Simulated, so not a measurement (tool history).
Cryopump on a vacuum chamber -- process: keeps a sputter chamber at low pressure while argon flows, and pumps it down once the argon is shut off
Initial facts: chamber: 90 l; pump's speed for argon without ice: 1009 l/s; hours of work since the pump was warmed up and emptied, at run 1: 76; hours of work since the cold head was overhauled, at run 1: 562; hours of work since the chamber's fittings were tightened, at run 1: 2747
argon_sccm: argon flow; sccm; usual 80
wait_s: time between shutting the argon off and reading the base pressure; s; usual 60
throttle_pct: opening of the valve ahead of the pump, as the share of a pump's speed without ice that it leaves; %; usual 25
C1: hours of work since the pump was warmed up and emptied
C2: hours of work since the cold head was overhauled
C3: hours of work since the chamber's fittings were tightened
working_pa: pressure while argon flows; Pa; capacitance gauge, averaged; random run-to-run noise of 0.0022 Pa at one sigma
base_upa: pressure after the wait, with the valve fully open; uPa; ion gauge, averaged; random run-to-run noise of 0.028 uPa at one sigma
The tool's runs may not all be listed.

{"run": 1, "hour": 0.0, "argon_sccm": 80, "wait_s": 60, "throttle_pct": 25, "C1": 76, "C2": 562, "C3": 2747, "working_pa": 0.5435, "base_upa": 3.26}
{"run": 2, "hour": 37.4, "argon_sccm": 80, "wait_s": 60, "throttle_pct": 25, "C1": 102, "C2": 588, "C3": 2773, "working_pa": 0.5435, "base_upa": 3.24}
{"run": 3, "hour": 61.6, "argon_sccm": 98, "wait_s": 60, "throttle_pct": 25, "C1": 118, "C2": 605, "C3": 2789, "working_pa": 0.666, "base_upa": 3.3}
{"run": 4, "hour": 79.7, "argon_sccm": 80, "wait_s": 60, "throttle_pct": 24, "C1": 131, "C2": 617, "C3": 2802, "working_pa": 0.5697, "base_upa": 3.27}
{"run": 5, "hour": 107.6, "argon_sccm": 80, "wait_s": 60, "throttle_pct": 24, "C1": 150, "C2": 636, "C3": 2821, "working_pa": 0.5738, "base_upa": 3.27}
{"run": 6, "hour": 145.9, "argon_sccm": 80, "wait_s": 134, "throttle_pct": 25, "C1": 176, "C2": 663, "C3": 2847, "working_pa": 0.5522, "base_upa": 2.81}
{"run": 7, "hour": 186.3, "argon_sccm": 80, "wait_s": 134, "throttle_pct": 25, "C1": 204, "C2": 690, "C3": 2875, "working_pa": 0.5522, "base_upa": 2.83}
{"run": 8, "hour": 211.7, "argon_sccm": 80, "wait_s": 134, "throttle_pct": 25, "C1": 222, "C2": 708, "C3": 2893, "working_pa": 0.5566, "base_upa": 2.93}
{"run": 9, "hour": 247.7, "argon_sccm": 80, "wait_s": 134, "throttle_pct": 25, "C1": 246, "C2": 733, "C3": 2917, "working_pa": 0.5598, "base_upa": 2.96}
{"run": 10, "hour": 268.7, "argon_sccm": 80, "wait_s": 49, "throttle_pct": 25, "C1": 261, "C2": 747, "C3": 2932, "working_pa": 0.5633, "base_upa": 3.78}
{"run": 11, "hour": 304.9, "argon_sccm": 40, "wait_s": 60, "throttle_pct": 25, "C1": 286, "C2": 772, "C3": 2957, "working_pa": 0.2812, "base_upa": 3.63}
{"run": 12, "hour": 328.0, "argon_sccm": 40, "wait_s": 60, "throttle_pct": 25, "C1": 302, "C2": 788, "C3": 2973, "working_pa": 0.2796, "base_upa": 3.69}
{"run": 13, "hour": 350.3, "argon_sccm": 40, "wait_s": 60, "throttle_pct": 25, "C1": 317, "C2": 803, "C3": 2988, "working_pa": 0.2817, "base_upa": 3.74}
{"run": 14, "hour": 384.0, "argon_sccm": 40, "wait_s": 60, "throttle_pct": 25, "C1": 340, "C2": 826, "C3": 3011, "working_pa": 0.2842, "base_upa": 3.79}
{"run": 15, "hour": 415.4, "argon_sccm": 40, "wait_s": 60, "throttle_pct": 25, "C1": 362, "C2": 848, "C3": 3033, "working_pa": 0.2854, "base_upa": 3.81}
{"run": 16, "hour": 433.2, "argon_sccm": 40, "wait_s": 60, "throttle_pct": 25, "C1": 374, "C2": 860, "C3": 3045, "working_pa": 0.285, "base_upa": 3.93}
{"run": 17, "hour": 453.4, "argon_sccm": 66, "wait_s": 60, "throttle_pct": 26, "C1": 388, "C2": 874, "C3": 3059, "working_pa": 0.4535, "base_upa": 3.79}
{"run": 18, "hour": 483.5, "argon_sccm": 72, "wait_s": 218, "throttle_pct": 20, "C1": 409, "C2": 895, "C3": 3080, "working_pa": 0.6375, "base_upa": 3.12}
{"run": 19, "hour": 514.6, "argon_sccm": 72, "wait_s": 218, "throttle_pct": 20, "C1": 430, "C2": 916, "C3": 3101, "working_pa": 0.6368, "base_upa": 3.33}
{"run": 20, "hour": 541.5, "argon_sccm": 56, "wait_s": 102, "throttle_pct": 25, "C1": 449, "C2": 935, "C3": 3119, "working_pa": 0.4071, "base_upa": 3.69}
{"hour": 559.1, "done": "pump warmed up, emptied and cooled again"}
{"run": 21, "hour": 567.6, "argon_sccm": 129, "wait_s": 186, "throttle_pct": 38, "C1": 6, "C2": 949, "C3": 3134, "working_pa": 0.5748, "base_upa": 2.61}
{"run": 22, "hour": 593.9, "argon_sccm": 129, "wait_s": 186, "throttle_pct": 38, "C1": 24, "C2": 967, "C3": 3152, "working_pa": 0.5784, "base_upa": 2.76}
{"run": 23, "hour": 617.5, "argon_sccm": 141, "wait_s": 66, "throttle_pct": 27, "C1": 40, "C2": 984, "C3": 3168, "working_pa": 0.8814, "base_upa": 3.28}
{"run": 24, "hour": 637.0, "argon_sccm": 141, "wait_s": 66, "throttle_pct": 27, "C1": 54, "C2": 997, "C3": 3182, "working_pa": 0.8877, "base_upa": 3.37}
{"run": 25, "hour": 666.7, "argon_sccm": 141, "wait_s": 66, "throttle_pct": 27, "C1": 74, "C2": 1017, "C3": 3202, "working_pa": 0.8885, "base_upa": 3.34}
{"run": 26, "hour": 694.2, "argon_sccm": 61, "wait_s": 60, "throttle_pct": 20, "C1": 93, "C2": 1036, "C3": 3221, "working_pa": 0.5185, "base_upa": 3.56}
{"run": 27, "hour": 731.4, "argon_sccm": 80, "wait_s": 60, "throttle_pct": 20, "C1": 118, "C2": 1062, "C3": 3247, "working_pa": 0.681, "base_upa": 3.65}
{"run": 28, "hour": 766.1, "argon_sccm": 42, "wait_s": 51, "throttle_pct": 37, "C1": 142, "C2": 1086, "C3": 3271, "working_pa": 0.1955, "base_upa": 3.74}
{"run": 29, "hour": 787.3, "argon_sccm": 42, "wait_s": 51, "throttle_pct": 37, "C1": 157, "C2": 1100, "C3": 3285, "working_pa": 0.1991, "base_upa": 3.88}
{"run": 30, "hour": 828.3, "argon_sccm": 80, "wait_s": 145, "throttle_pct": 59, "C1": 185, "C2": 1128, "C3": 3313, "working_pa": 0.247, "base_upa": 3.27}

Consider 3 possible next runs. They are alternatives, not a sequence: every one starts from the tool as it was left by run 30. What does each give?
{"run": "A", "hour": 859.3, "argon_sccm": 121, "wait_s": 145, "throttle_pct": 48, "C1": 206, "C2": 1150, "C3": 3335, "working_pa": "?", "base_upa": "?"}
{"run": "B", "hour": 859.3, "argon_sccm": 80, "wait_s": 235, "throttle_pct": 25, "C1": 206, "C2": 1150, "C3": 3335, "working_pa": "?", "base_upa": "?"}
{"run": "C", "hour": 859.3, "argon_sccm": 100, "wait_s": 145, "throttle_pct": 59, "C1": 206, "C2": 1150, "C3": 3335, "working_pa": "?", "base_upa": "?"}

run=A working_pa=0.455 base_upa=3.25
run=B working_pa=0.5602 base_upa=3.03
run=C working_pa=0.3077 base_upa=3.23
Without the tool's hidden state the same runs would have given:
run=A working_pa=0.424 base_upa=0.75
run=B working_pa=0.5397 base_upa=0.55
run=C working_pa=0.2823 base_upa=0.74
